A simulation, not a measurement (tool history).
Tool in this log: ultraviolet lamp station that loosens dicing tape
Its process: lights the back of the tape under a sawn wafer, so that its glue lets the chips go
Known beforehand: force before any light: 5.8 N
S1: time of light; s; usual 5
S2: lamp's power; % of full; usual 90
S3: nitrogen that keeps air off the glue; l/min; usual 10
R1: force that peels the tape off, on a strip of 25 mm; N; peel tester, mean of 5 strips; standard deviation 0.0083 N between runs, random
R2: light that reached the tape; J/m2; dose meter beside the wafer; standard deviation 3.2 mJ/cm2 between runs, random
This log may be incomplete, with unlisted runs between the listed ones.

run   hour  S1  S2  S3     R1    R2
  1      0   5  90  10  0.473  3990
  2    4.1   5  90  10  0.481  3970
  3    8.1   5  90  10  0.462  3920
  4     12   3  90  10  1.144  2340
  5   16.5   5  90  10  0.488  3920
  6   23.8   5  90  10  0.492  3900
  7   28.3   5  90  10  0.484  3860
  8   35.9   5  90  10  0.478  3930
  9   43.5   7  90  10  0.306  5420
 10     50   7  90  10  0.301  5460
 11     54   7  90  10  0.311  5420
 12   61.8   7  90  10  0.302  5370
 13   68.5   7  90  10  0.297  5370
 14   75.2   7  94  10  0.279  5480
 15   79.9   7  94  10  0.294  5530
 16     85   3  94  10  1.139  2360
 17   89.9   3  94  10  1.136  2350
 18   98.6   5  90  10  0.529  3730
 19  102.4   5  90  14  0.445  3740
     104.3  -- window cleaned of glue's vapour
 20  109.2   5  67  10  0.625  3350
 21  115.7   5  90   8  0.441  4400
 22  123.2   5  90  10  0.392  4480
 23  129.8   8  78  10  0.277  6200
 24  137.8   3  77  15  0.966  2260
 25  142.8   6  61  18  0.416  3580
 26  146.9   5  65  17   0.53  3200
 27  153.5   7  85   9  0.297  5780
 28    158   5  91  12  0.358  4440
 29  164.8   5  77   3  1.095  3730
 30  169.2   5  87  10  0.429  4170
 31  175.9   5  87  10  0.423  4170
 32  179.7   5  87  10  0.442  4180
 33  184.9   5  87  10  0.435  4150
 34  192.9   5  99  10  0.366  4710
 35  201.7   5  99  10  0.362  4710
 36  209.6   8  76   4   0.44  5730
 37  216.6   8  67  10  0.335  5060
 38  220.5   8  67  10  0.322  5040
 39  226.7   6  97  18  0.241  5460
 40  232.5   6  97  18  0.263  5470
 41  237.2   5  65  11  0.726  3020
 42  244.9   2  84  18  1.538  1560
 43  250.3   5  85   9  0.499  3920

4 options for the next run, each taken on its own from the tool as it stands now. Forecast them:
  A  256.8   3  80  17   ?   ?
  B  256.8   6  85   9   ?   ?
  C  256.8   3  71   7   ?   ?
  D  256.8   5  90   5   ?   ?

run     R1    R2
  A  0.952  2210
  B  0.409  4710
  C  1.632  1950
  D  0.691  4180
With the hidden condition removed and each run's random variation left untouched, the same runs would have given:
run     R1    R2
  A  0.701  2670
  B  0.321  5670
  C  1.292  2350
  D  0.503  5040
